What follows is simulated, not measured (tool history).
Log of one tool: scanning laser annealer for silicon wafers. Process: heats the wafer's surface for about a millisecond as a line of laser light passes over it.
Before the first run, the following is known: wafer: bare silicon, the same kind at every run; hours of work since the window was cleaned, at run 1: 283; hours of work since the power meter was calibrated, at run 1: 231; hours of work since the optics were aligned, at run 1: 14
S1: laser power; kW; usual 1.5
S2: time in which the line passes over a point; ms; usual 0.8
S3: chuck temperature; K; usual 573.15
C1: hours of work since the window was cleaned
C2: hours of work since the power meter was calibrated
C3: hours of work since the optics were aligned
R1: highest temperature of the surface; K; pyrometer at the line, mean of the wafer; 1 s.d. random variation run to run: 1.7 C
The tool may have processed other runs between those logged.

run   hour   S1    S2      S3   C1   C2   C3       R1
  1      0  1.5   0.8  573.15  283  231   14  1395.15
  2   41.1  1.5   0.8  573.15  304  252   35  1393.15
  3   86.9  1.5  0.62  573.15  327  275   59  1293.15
  4  139.2  1.5  0.62  573.15  354  302   86  1293.15
  5  187.6  1.5  0.62  573.15  379  327  111  1293.15
  6  239.9  1.5  0.62  573.15  406  354  138  1291.15
  7    270  1.5  0.62  573.15  422  370  153  1291.15
  8  317.9  1.5   0.8  570.15  446  394  178  1392.15
  9  350.2  1.5   0.8  573.15  463  411  194  1394.15
 10    401  1.5   0.8  573.15  489  437  221  1394.15
 11  445.9  1.5   0.8  573.15  512  460  244  1391.15
 12  490.2  1.5   0.8  573.15  535  483  267  1395.15
 13    517  1.5   0.8  573.15  549  497  280  1393.15
 14  574.1  1.5   0.8  573.15  578  526  310  1391.15
 15  608.3  1.5   0.8  573.15  596  544  327  1393.15
 16    636  1.5   0.8  573.15  610  558  342  1395.15
 17  664.5  1.5   0.8  573.15  625  573  356  1396.15
 18  693.1  1.5   0.8  591.15  640  588  371  1414.15
 19  725.7  1.5   0.8  591.15  656  604  388  1410.15

Predict the results of run 20:
 20  760.7  1.46  0.8  573.15  674  622  406   ?

{"run 20": {"R1": 1370.15}}
The same run, on a tool lacking any hidden state, would have yielded R1 1370.15 K.
